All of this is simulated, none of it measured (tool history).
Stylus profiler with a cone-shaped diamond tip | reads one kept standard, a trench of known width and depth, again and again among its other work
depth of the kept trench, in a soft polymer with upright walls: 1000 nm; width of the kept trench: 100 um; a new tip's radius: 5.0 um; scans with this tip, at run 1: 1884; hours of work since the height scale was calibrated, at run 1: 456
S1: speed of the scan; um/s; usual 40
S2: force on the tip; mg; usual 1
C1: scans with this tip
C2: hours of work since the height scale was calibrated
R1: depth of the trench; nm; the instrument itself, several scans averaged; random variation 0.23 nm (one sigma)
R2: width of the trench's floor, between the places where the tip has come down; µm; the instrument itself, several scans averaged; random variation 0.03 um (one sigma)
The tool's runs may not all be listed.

run	day	S1	S2	C1	C2	R1	R2
1	0	40	1	1884	456	1008.08	93.81
2	0.496	40	1	1918	464	1008.01	93.83
3	0.946	40	1	1949	472	1007.91	93.77
4	2.017	40	1	2023	490	1008.02	93.74
5	3.029	40	1	2094	507	1007.83	93.85
6	3.529	40	1	2129	515	1008.19	93.76
7	4.171	40	1	2173	526	1008.2	93.77
8	5.267	40	1	2249	544	1008.25	93.77
9	6.321	40	1	2322	562	1008.44	93.82
10	6.796	40	1	2355	570	1008.49	93.79
11	7.679	154	1	2416	585	1008.36	93.16
12	8.704	38	1	2487	602	1007.92	93.76
13	9.725	40	0.36	2558	619	1004.28	93.61
14	10.388	85	0.73	2604	630	1006.41	93.5
15	11.317	11	2.54	2669	646	1015.15	93.99
16	11.817	11	2.54	2703	654	1015.45	93.93
17	12.633	11	2.54	2760	668	1015.17	93.96
18	13.629	11	2.54	2829	685	1015.61	93.94
19	14.438	11	0.7	2885	698	1006.81	93.96
20	15.083	30	1.23	2930	709	1009.4	93.81
21	15.783	30	1.23	2979	721	1009.54	93.88
22	16.238	30	1.23	3010	729	1009.43	93.85
23	16.692	40	0.37	3042	736	1004.52	93.68
24	17.479	40	1.14	3096	749	1008.85	93.81
25	17.992	40	1.14	3132	758	1008.67	93.84
26	19.012	40	1.14	3203	775	1009.4	93.82

Forecast each of these 3 alternatives for the next run:
A	19.575	90	2.13	3242	785	?	?
B	19.575	138	2.84	3242	785	?	?
C	19.575	46	1.65	3242	785	?	?

run	R1	R2
A	1013.9	93.66
B	1016.47	93.51
C	1011.57	93.81
Without the tool's hidden state the same runs would have given:
run	R1	R2
A	1013.86	93.66
B	1016.44	93.52
C	1011.54	93.82
